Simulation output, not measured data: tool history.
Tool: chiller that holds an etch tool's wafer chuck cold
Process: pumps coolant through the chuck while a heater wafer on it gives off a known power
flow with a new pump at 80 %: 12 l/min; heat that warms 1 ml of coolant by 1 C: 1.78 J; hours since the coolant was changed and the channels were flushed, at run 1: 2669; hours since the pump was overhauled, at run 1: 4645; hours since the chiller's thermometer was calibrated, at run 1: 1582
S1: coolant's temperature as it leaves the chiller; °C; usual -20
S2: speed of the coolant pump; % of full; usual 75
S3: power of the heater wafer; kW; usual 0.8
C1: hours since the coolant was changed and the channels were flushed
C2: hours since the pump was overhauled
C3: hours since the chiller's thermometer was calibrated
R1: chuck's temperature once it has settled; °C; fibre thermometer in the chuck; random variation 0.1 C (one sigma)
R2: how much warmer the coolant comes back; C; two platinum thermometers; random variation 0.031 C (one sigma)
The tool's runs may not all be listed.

Run 1, hour 0: usual settings; C1 2669; C2 4645; C3 1582. Result: R1 -12.7 °C, R2 2.64 C.
Run 2, hour 125.4: usual settings; C1 2794; C2 4771; C3 1708. Result: R1 -12.5 °C, R2 2.61 C.
Run 3, hour 256: usual settings; C1 2925; C2 4901; C3 1838. Result: R1 -12.3 °C, R2 2.63 C.
Run 4, hour 394: usual settings but S3 1.196 kW; C1 3063; C2 5039; C3 1976. Result: R1 -8.7 °C, R2 3.93 C.
Run 5, hour 531.6: usual settings but S3 1.196 kW; C1 3200; C2 5177; C3 2114. Result: R1 -8.5 °C, R2 3.96 C.
Run 6, hour 685.8: usual settings but S3 0.983 kW; C1 3355; C2 5331; C3 2268. Result: R1 -10.6 °C, R2 3.24 C.
Run 7, hour 816.5: usual settings but S3 0.983 kW; C1 3485; C2 5462; C3 2399. Result: R1 -10.5 °C, R2 3.28 C.
Run 8, hour 893.2: usual settings but S3 0.983 kW; C1 3562; C2 5538; C3 2475. Result: R1 -10.4 °C, R2 3.33 C.
Run 9, hour 965: usual settings; C1 3634; C2 5610; C3 2547. Result: R1 -12.1 °C, R2 2.63 C.
Run 10, hour 1102.9: usual settings but S2 74 % of full; C1 3772; C2 5748; C3 2685. Result: R1 -12.1 °C, R2 2.71 C.
Run 11, hour 1202.1: usual settings but S1 -13 °C, S2 88 % of full, S3 1.073 kW; C1 3871; C2 5847; C3 2784. Result: R1 -3.5 °C, R2 3.03 C.
Run 12, hour 1334.3: usual settings but S1 -27 °C, S2 81 % of full, S3 0.845 kW; C1 4003; C2 5980; C3 2917. Result: R1 -18.9 °C, R2 2.66 C.
Run 13, hour 1487.5: usual settings but S1 -27 °C, S2 66 % of full, S3 1.148 kW; C1 4156; C2 6133; C3 3070. Result: R1 -14.8 °C, R2 4.4 C.
Run 14, hour 1622.5: usual settings but S1 -25 °C, S2 76 % of full, S3 0.785 kW; C1 4291; C2 6268; C3 3205. Result: R1 -17.2 °C, R2 2.58 C.
Run 15, hour 1750.1: usual settings but S1 -16 °C, S2 97 % of full, S3 0.855 kW; C1 4419; C2 6395; C3 3332. Result: R1 -8.6 °C, R2 2.29 C.
Run 16, hour 1840.8: usual settings but S1 -17 °C, S2 78 % of full, S3 0.467 kW; C1 4509; C2 6486; C3 3423. Result: R1 -12.4 °C, R2 1.56 C.
Run 17, hour 1949.5: usual settings but S1 -17 °C, S2 78 % of full, S3 0.467 kW; C1 4618; C2 6595; C3 3532. Result: R1 -12.1 °C, R2 1.54 C.
Run 18, hour 2050.3: usual settings but S1 -17 °C, S2 78 % of full, S3 0.467 kW; C1 4719; C2 6696; C3 3633. Result: R1 -12.1 °C, R2 1.54 C.

5 ways to go on from here, each from the tool as it stands after run 18. What would each give?
Run A, hour 2129.8: usual settings but S1 -18 °C, S2 95 % of full, S3 0.716 kW; C1 4799; C2 6775; C3 3712. Result: R1 ?, R2 ?.
Run B, hour 2129.8: usual settings but S1 -10 °C, S2 60 % of full, S3 0.682 kW; C1 4799; C2 6775; C3 3712. Result: R1 ?, R2 ?.
Run C, hour 2129.8: usual settings but S1 -17 °C, S2 66 % of full, S3 0.467 kW; C1 4799; C2 6775; C3 3712. Result: R1 ?, R2 ?.
Run D, hour 2129.8: usual settings but S1 -21 °C, S2 89 % of full, S3 0.768 kW; C1 4799; C2 6775; C3 3712. Result: R1 ?, R2 ?.
Run E, hour 2129.8: usual settings but S2 77 % of full, S3 0.722 kW; C1 4799; C2 6775; C3 3712. Result: R1 ?, R2 ?.

run     R1    R2
  A  -11.5  2.01
  B   -1.9   2.9
  C  -11.5  1.84
  D  -13.9  2.27
  E  -12.7  2.44
Without the tool's hidden state the same runs would have given:
run     R1    R2
  A  -12.9  1.75
  B   -3.5  2.51
  C  -12.6   1.6
  D  -15.4  1.97
  E  -14.2  2.12
